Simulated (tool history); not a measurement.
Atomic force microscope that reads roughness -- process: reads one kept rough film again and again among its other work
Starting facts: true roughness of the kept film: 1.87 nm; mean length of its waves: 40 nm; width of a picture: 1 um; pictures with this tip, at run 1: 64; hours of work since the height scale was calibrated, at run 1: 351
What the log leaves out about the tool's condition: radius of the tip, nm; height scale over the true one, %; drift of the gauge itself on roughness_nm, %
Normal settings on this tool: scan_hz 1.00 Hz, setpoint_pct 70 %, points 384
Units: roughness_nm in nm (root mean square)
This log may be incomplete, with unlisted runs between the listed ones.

run	hour	scan_hz	setpoint_pct	points	pictures with this tip	hours of work since the height scale was calibrated	roughness_nm
1	0.0	1.00	70	384	64	351	1.738
2	15.1	1.00	70	384	89	359	1.713
3	28.0	1.00	79	384	110	366	1.674
4	47.6	1.00	55	384	142	376	1.773
# hour 51.7: new tip fitted
5	61.9	1.00	55	384	17	383	1.788
6	85.5	1.00	55	384	55	395	1.780
7	98.3	1.00	70	384	76	402	1.744
8	115.9	1.00	70	384	105	411	1.740
# hour 142.5: new tip fitted
9	143.6	1.00	70	384	2	425	1.737
10	168.6	1.00	70	394	43	437	1.726
11	188.5	1.00	70	394	75	448	1.742
12	206.4	1.00	70	394	105	457	1.724
13	229.5	1.00	61	384	142	469	1.767
# hour 234.3: new tip fitted
14	243.4	1.00	70	384	15	476	1.731
15	267.1	0.85	70	384	53	488	1.748
16	281.8	0.85	70	384	77	495	1.744
17	309.6	0.85	70	384	123	510	1.740
18	324.4	1.00	70	337	147	517	1.725
# hour 326.9: new tip fitted
19	345.2	1.00	70	337	30	528	1.748
20	365.0	1.00	90	384	62	538	1.590
21	384.3	1.00	70	384	94	548	1.720
22	411.4	0.77	70	384	138	562	1.742
# hour 417.8: new tip fitted
23	435.1	1.00	70	350	28	574	1.722
24	449.6	1.00	70	350	52	581	1.724
25	472.3	1.00	70	384	89	593	1.730
26	487.9	1.00	70	384	115	601	1.712
# hour 510.0: new tip fitted
27	512.2	1.00	70	384	4	613	1.732
28	527.7	1.00	81	416	29	621	1.656
29	544.5	1.00	60	373	57	630	1.769
30	556.0	1.00	79	363	75	635	1.672
31	577.8	0.56	60	354	111	647	1.775
32	598.3	2.42	71	492	145	657	1.610
# hour 601.0: new tip fitted
33	616.1	3.49	70	384	25	666	1.544
34	633.6	0.69	71	790	54	675	1.756
35	647.3	2.22	61	790	76	682	1.711
36	659.7	1.17	61	790	97	688	1.751
37	676.6	1.00	71	455	124	697	1.722
# hour 691.9: new tip fitted
38	692.0	0.63	71	1004	0	705	1.755
39	719.2	1.00	86	469	44	719	1.624
40	737.4	0.55	62	675	74	728	1.771
41	760.3	0.55	62	267	112	740	1.785
# hour 783.2: new tip fitted
42	784.4	1.00	70	478	1	752	1.729
43	799.0	1.00	70	478	25	760	1.740
44	826.0	1.00	63	384	70	773	1.771
45	839.0	1.43	88	384	91	780	1.520
46	852.5	1.43	88	384	113	787	1.533
47	867.9	0.80	55	383	138	795	1.781
# hour 874.6: new tip fitted
48	893.7	0.80	55	383	31	808	1.795
49	910.0	0.80	55	383	57	816	1.769
50	925.2	0.73	77	540	83	824	1.712
51	944.4	1.02	70	370	114	834	1.730
# hour 965.9: new tip fitted
52	969.0	2.04	58	384	5	846	1.741
53	985.4	0.60	56	312	32	855	1.786

4 options for the next run, each taken on its own from the tool as it stands now. Forecast them:
A	1007.2	1.63	58	462	68	866	?
B	1007.2	0.60	68	438	68	866	?
C	1007.2	0.60	56	428	68	866	?
D	1007.2	0.58	55	592	68	866	?

run	roughness_nm
A	1.743
B	1.759
C	1.800
D	1.805
With no hidden state in the tool, these same runs would have given:
run	roughness_nm
A	1.747
B	1.763
C	1.804
D	1.809
